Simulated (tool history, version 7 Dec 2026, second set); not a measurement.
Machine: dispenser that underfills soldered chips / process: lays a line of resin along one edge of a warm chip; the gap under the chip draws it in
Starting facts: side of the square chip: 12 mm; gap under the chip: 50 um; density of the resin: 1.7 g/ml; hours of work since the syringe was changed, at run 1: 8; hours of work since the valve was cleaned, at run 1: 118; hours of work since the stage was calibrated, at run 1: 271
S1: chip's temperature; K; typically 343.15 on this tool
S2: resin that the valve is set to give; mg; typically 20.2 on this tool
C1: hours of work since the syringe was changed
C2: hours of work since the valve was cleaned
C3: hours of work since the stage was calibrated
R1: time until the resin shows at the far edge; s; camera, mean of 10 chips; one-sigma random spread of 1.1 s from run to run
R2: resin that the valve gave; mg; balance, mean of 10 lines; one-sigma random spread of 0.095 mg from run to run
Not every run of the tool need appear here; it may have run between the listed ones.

run 1 day=0 | S1=343.15 S2=20.2 | C1=8 C2=118 C3=271 | R1=146.2 R2=18.8
-- day=0.138 new syringe of resin
run 2 day=0.275 | S1=343.15 S2=20.2 | C1=3 C2=123 C3=276 | R1=109.2 R2=18.58
run 3 day=0.6 | S1=343.15 S2=20.2 | C1=9 C2=129 C3=282 | R1=148.9 R2=18.5
-- day=0.704 new syringe of resin
run 4 day=0.804 | S1=343.15 S2=20.2 | C1=2 C2=133 C3=286 | R1=108 R2=18.51
run 5 day=0.954 | S1=357.15 S2=20.2 | C1=5 C2=136 C3=289 | R1=71.9 R2=18.42
-- day=1.262 new syringe of resin
run 6 day=1.338 | S1=343.15 S2=20.5 | C1=1 C2=143 C3=296 | R1=102.8 R2=18.57
-- day=1.604 dispensing valve cleaned and set on the balance
run 7 day=1.708 | S1=343.15 S2=20.5 | C1=8 C2=2 C3=302 | R1=139.9 R2=20.37
-- day=1.879 new syringe of resin
run 8 day=2.088 | S1=343.15 S2=21.2 | C1=4 C2=9 C3=309 | R1=114.2 R2=21.15
run 9 day=2.3 | S1=343.15 S2=21.2 | C1=8 C2=13 C3=313 | R1=146.2 R2=21.19
-- day=2.467 new syringe of resin
run 10 day=2.575 | S1=343.15 S2=21.2 | C1=2 C2=18 C3=318 | R1=103.5 R2=21.09
run 11 day=2.808 | S1=343.15 S2=20.2 | C1=6 C2=22 C3=323 | R1=131.9 R2=20.04
run 12 day=3.008 | S1=343.15 S2=20.2 | C1=10 C2=26 C3=326 | R1=162.1 R2=20.02
-- day=3.042 new syringe of resin
run 13 day=3.338 | S1=343.15 S2=20.2 | C1=6 C2=32 C3=332 | R1=127.3 R2=19.77
run 14 day=3.529 | S1=343.15 S2=20.2 | C1=9 C2=36 C3=336 | R1=153.3 R2=19.73
-- day=3.617 new syringe of resin
run 15 day=3.771 | S1=343.15 S2=20.5 | C1=3 C2=40 C3=340 | R1=108.9 R2=20.04
run 16 day=4.075 | S1=343.15 S2=20.5 | C1=9 C2=46 C3=346 | R1=146.5 R2=20.05
-- day=4.2 new syringe of resin
run 17 day=4.408 | S1=349.15 S2=23.6 | C1=4 C2=52 C3=352 | R1=88.1 R2=22.96
-- day=4.771 new syringe of resin
run 18 day=4.788 | S1=347.15 S2=21.5 | C1=0 C2=59 C3=359 | R1=80.2 R2=20.68
run 19 day=5.058 | S1=342.15 S2=24.9 | C1=5 C2=64 C3=364 | R1=127.4 R2=23.9
run 20 day=5.296 | S1=335.15 S2=22.5 | C1=10 C2=69 C3=369 | R1=220.6 R2=21.65
-- day=5.329 new syringe of resin
run 21 day=5.608 | S1=329.15 S2=20.9 | C1=5 C2=74 C3=374 | R1=230.1 R2=19.95
-- day=5.888 new syringe of resin
run 22 day=5.933 | S1=330.15 S2=20.2 | C1=1 C2=80 C3=380 | R1=167.6 R2=18.98
run 23 day=6.088 | S1=330.15 S2=20.2 | C1=4 C2=83 C3=383 | R1=192.5 R2=19.16
run 24 day=6.238 | S1=349.15 S2=21.9 | C1=7 C2=86 C3=386 | R1=99.9 R2=20.83
run 25 day=6.429 | S1=335.15 S2=23.1 | C1=10 C2=89 C3=390 | R1=214.2 R2=21.84
-- day=6.458 new syringe of resin
run 26 day=6.762 | S1=335.15 S2=23.1 | C1=6 C2=96 C3=396 | R1=174.1 R2=21.64
run 27 day=6.921 | S1=335.15 S2=23.1 | C1=9 C2=99 C3=399 | R1=202.2 R2=21.76
-- day=7.033 new syringe of resin
run 28 day=7.3 | S1=335.15 S2=23.1 | C1=5 C2=106 C3=406 | R1=166.1 R2=21.6
run 29 day=7.504 | S1=337.15 S2=21.6 | C1=9 C2=109 C3=410 | R1=185.7 R2=20
-- day=7.596 new syringe of resin
run 30 day=7.821 | S1=337.15 S2=21.6 | C1=4 C2=115 C3=415 | R1=144.1 R2=20.12
run 31 day=8.071 | S1=337.15 S2=21.6 | C1=9 C2=120 C3=420 | R1=183.1 R2=20.09
-- day=8.167 new syringe of resin
run 32 day=8.242 | S1=354.15 S2=19.2 | C1=1 C2=123 C3=423 | R1=62.8 R2=17.91

Forecast each of these 5 alternatives for the next run:
run A day=8.529 | S1=353.15 S2=20.9 | C1=7 C2=128 C3=428 | R1=? R2=?
run B day=8.529 | S1=354.15 S2=24 | C1=7 C2=128 C3=428 | R1=? R2=?
run C day=8.529 | S1=354.15 S2=24.2 | C1=7 C2=128 C3=428 | R1=? R2=?
run D day=8.529 | S1=343.15 S2=23.2 | C1=7 C2=128 C3=428 | R1=? R2=?
run E day=8.529 | S1=350.15 S2=19.1 | C1=7 C2=128 C3=428 | R1=? R2=?

run=A R1=87.1 R2=19.15
run=B R1=80.8 R2=21.84
run=C R1=81.8 R2=22.1
run=D R1=127.3 R2=21.46
run=E R1=100 R2=17.53
What these runs would have given with no unlogged condition in the tool:
run=A R1=69 R2=20.87
run=B R1=64.2 R2=23.79
run=C R1=65 R2=24.08
run=D R1=101.9 R2=23.37
run=E R1=78.9 R2=19.09

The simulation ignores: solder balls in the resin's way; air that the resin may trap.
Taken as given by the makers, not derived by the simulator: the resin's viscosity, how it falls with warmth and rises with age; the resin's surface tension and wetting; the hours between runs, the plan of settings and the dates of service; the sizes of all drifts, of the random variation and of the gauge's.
